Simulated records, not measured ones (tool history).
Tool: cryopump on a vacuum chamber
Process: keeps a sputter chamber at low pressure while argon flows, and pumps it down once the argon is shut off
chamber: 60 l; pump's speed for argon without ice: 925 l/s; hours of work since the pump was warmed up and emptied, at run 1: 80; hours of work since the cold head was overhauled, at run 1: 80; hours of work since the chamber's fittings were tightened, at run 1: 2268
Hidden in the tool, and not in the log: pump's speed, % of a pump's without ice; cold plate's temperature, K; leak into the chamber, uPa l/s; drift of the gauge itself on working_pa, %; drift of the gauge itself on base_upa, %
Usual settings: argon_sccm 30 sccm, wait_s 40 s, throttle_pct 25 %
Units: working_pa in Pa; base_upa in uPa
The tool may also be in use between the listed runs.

run,hour,argon_sccm,wait_s,throttle_pct,hours of work since the pump was warmed up and emptied,hours of work since the cold head was overhauled,hours of work since the chamber's fittings were tightened,working_pa,base_upa
1,0,30,40,25,80,80,2268,0.2199,4.33
2,27.2,30,40,25,98,98,2286,0.2206,4.43
3,51.8,30,40,25,115,115,2303,0.223,4.44
4,101.8,30,40,25,150,150,2338,0.2231,4.57
5,124.6,30,40,25,166,166,2354,0.2247,4.5
6,167.9,30,40,25,195,195,2383,0.2254,4.61
7,223.5,30,40,25,234,234,2422,0.2262,4.83
8,252.4,30,103,25,254,254,2442,0.2254,4.2
9,297.6,30,103,25,285,285,2473,0.2268,4.38
10,328.2,30,40,25,306,306,2494,0.2283,5.05
11,362.8,17,40,25,330,330,2518,0.1301,5.14
12,409.5,17,40,25,362,362,2550,0.1308,5.35
13,458,30,40,41,395,395,2583,0.1469,5.39
14,494.4,30,40,41,420,420,2608,0.1482,5.49
15,544.9,30,40,31,455,455,2643,0.1912,5.64
16,569.3,30,40,25,472,472,2660,0.2361,5.69
17,602.1,30,40,25,495,495,2683,0.2359,5.89
18,644.7,30,40,25,524,524,2712,0.2389,5.78
19,689.3,43,248,25,555,555,2743,0.3444,5.2
20,728.7,43,248,25,582,582,2770,0.3463,5.36
21,779.2,23,40,25,617,617,2805,0.185,6.52
22,833.1,50,112,43,654,654,2842,0.2536,5.93
23,871.4,23,236,22,680,680,2868,0.2106,5.8
# hour 910.8: pump warmed up, emptied and cooled again
24,924.3,30,94,52,9,713,2901,0.1069,4.46
25,957.3,33,113,18,32,736,2924,0.3347,4.44
26,998,16,89,31,60,764,2952,0.0955,4.73
27,1031.2,16,167,31,83,787,2975,0.0967,4.47
28,1059.5,34,204,27,102,806,2994,0.2334,4.52
29,1082.2,24,127,26,118,822,3010,0.1718,4.71
30,1131.7,19,127,33,152,856,3044,0.1096,4.86
31,1186.1,23,125,26,190,894,3082,0.1678,5.1
32,1215.3,23,125,26,210,914,3102,0.1682,4.99
33,1261.4,30,258,19,242,945,3133,0.2954,5

Some steps in working_pa between neighbouring runs. How much of each would the tool show without its hidden state too (settings, what came in, random variation), and how much is left for the hidden state, with any gauge scatter that isn't in both results?
Run 20 -> 21: argon_sccm 43 -> 23, wait_s 248 -> 40. working_pa -0.1613 Pa: hidden state -0.0129, all else -0.1484.
Run 21 -> 22: argon_sccm 23 -> 50, wait_s 40 -> 112, throttle_pct 25 -> 43. working_pa +0.0686 Pa: hidden state +0.0234, all else +0.0452.
Run 22 -> 23: argon_sccm 50 -> 23, wait_s 112 -> 236, throttle_pct 43 -> 22. working_pa -0.043 Pa: hidden state -0.0208, all else -0.0222.
Run 23 -> 24: argon_sccm 23 -> 30, wait_s 236 -> 94, throttle_pct 22 -> 52, pump warmed up, emptied and cooled again. working_pa -0.1037 Pa: hidden state -0.0187, all else -0.085.
Run 24 -> 25: argon_sccm 30 -> 33, wait_s 94 -> 113, throttle_pct 52 -> 18. working_pa +0.2278 Pa: hidden state +0.0007, all else +0.2271.
Run 25 -> 26: argon_sccm 33 -> 16, wait_s 113 -> 89, throttle_pct 18 -> 31. working_pa -0.2392 Pa: hidden state -0.0006, all else -0.2386.
